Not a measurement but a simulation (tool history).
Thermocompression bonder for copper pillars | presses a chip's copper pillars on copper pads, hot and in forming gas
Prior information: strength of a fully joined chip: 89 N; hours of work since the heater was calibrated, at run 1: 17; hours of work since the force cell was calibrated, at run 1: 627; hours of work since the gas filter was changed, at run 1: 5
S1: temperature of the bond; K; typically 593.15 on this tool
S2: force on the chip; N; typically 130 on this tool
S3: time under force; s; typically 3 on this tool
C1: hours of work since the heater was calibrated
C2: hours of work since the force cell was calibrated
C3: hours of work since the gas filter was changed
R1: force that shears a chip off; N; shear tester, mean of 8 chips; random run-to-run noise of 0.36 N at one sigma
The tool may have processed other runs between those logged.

Run 1, hour 0.0: usual settings; C1 17; C2 627; C3 5. Result: R1 46.6 N.
Run 2, hour 8.0: usual settings but S1 603.15 K; C1 22; C2 633; C3 10. Result: R1 52.0 N.
Run 3, hour 12.4: usual settings; C1 25; C2 635; C3 13. Result: R1 46.3 N.
Run 4, hour 22.3: usual settings; C1 32; C2 642; C3 20. Result: R1 46.4 N.
Run 5, hour 29.4: usual settings but S2 184 N; C1 36; C2 647; C3 24. Result: R1 63.1 N.
Run 6, hour 37.1: usual settings; C1 41; C2 652; C3 29. Result: R1 47.2 N.
Run 7, hour 47.1: usual settings; C1 48; C2 658; C3 36. Result: R1 46.8 N.
Run 8, hour 53.0: usual settings; C1 52; C2 662; C3 40. Result: R1 46.2 N.
Run 9, hour 57.5: usual settings; C1 55; C2 665; C3 43. Result: R1 47.0 N.
Run 10, hour 64.3: usual settings; C1 59; C2 669; C3 47. Result: R1 46.8 N.
Run 11, hour 69.4: usual settings but S1 588.15 K; C1 63; C2 673; C3 51. Result: R1 44.3 N.
Run 12, hour 78.3: usual settings but S1 620.15 K; C1 68; C2 679; C3 56. Result: R1 61.6 N.
Run 13, hour 87.3: usual settings but S1 591.15 K; C1 74; C2 684; C3 62. Result: R1 45.5 N.
Run 14, hour 94.3: usual settings; C1 79; C2 689; C3 67. Result: R1 47.0 N.
Run 15, hour 103.3: usual settings but S1 591.15 K, S2 150 N; C1 85; C2 695; C3 73. Result: R1 52.3 N.
Run 16, hour 112.4: usual settings but S1 591.15 K, S2 150 N; C1 91; C2 701; C3 79. Result: R1 51.8 N.
Run 17, hour 120.3: usual settings but S1 591.15 K, S2 150 N; C1 96; C2 706; C3 84. Result: R1 52.5 N.
Run 18, hour 127.7: usual settings but S1 592.15 K, S2 150 N; C1 101; C2 711; C3 89. Result: R1 52.8 N.
Run 19, hour 134.0: usual settings but S1 592.15 K, S2 150 N; C1 105; C2 715; C3 93. Result: R1 53.0 N.
Run 20, hour 139.8: usual settings but S1 592.15 K, S2 150 N; C1 109; C2 719; C3 97. Result: R1 52.4 N.
Run 21, hour 144.6: usual settings but S1 592.15 K, S2 150 N; C1 112; C2 722; C3 100. Result: R1 52.4 N.
Run 22, hour 151.1: usual settings but S1 592.15 K, S2 150 N; C1 116; C2 726; C3 104. Result: R1 53.5 N.
Run 23, hour 159.3: usual settings but S1 603.15 K, S2 117 N; C1 121; C2 732; C3 109. Result: R1 47.0 N.
Run 24, hour 168.1: usual settings but S1 603.15 K, S2 117 N; C1 127; C2 737; C3 115. Result: R1 46.7 N.
Run 25, hour 174.1: usual settings but S1 603.15 K, S2 102 N; C1 131; C2 741; C3 119. Result: R1 40.3 N.
Run 26, hour 178.2: usual settings but S1 569.15 K, S2 98 N, S3 2 s; C1 134; C2 744; C3 122. Result: R1 20.6 N.
Run 27, hour 186.6: usual settings but S1 603.15 K; C1 139; C2 749; C3 127. Result: R1 51.1 N.

Alternative continuations, all from the tool just after run 27; predict every row:
Run A, hour 195.9: usual settings but S2 146 N; C1 145; C2 755; C3 133. Result: R1 ?.
Run B, hour 195.9: usual settings but S1 588.15 K, S3 5 s; C1 145; C2 755; C3 133. Result: R1 ?.
Run C, hour 195.9: usual settings but S1 570.15 K, S2 84 N, S3 5 s; C1 145; C2 755; C3 133. Result: R1 ?.
Run D, hour 195.9: usual settings but S1 563.15 K, S2 91 N, S3 2 s; C1 145; C2 755; C3 133. Result: R1 ?.
Run E, hour 195.9: usual settings but S1 594.15 K, S3 2 s; C1 145; C2 755; C3 133. Result: R1 ?.

run    R1
  A  51.8
  B  51.8
  C  25.9
  D  17.0
  E  40.7
Without the tool's unlogged condition, the same runs would have read:
run    R1
  A  52.0
  B  52.0
  C  26.0
  D  17.1
  E  40.9
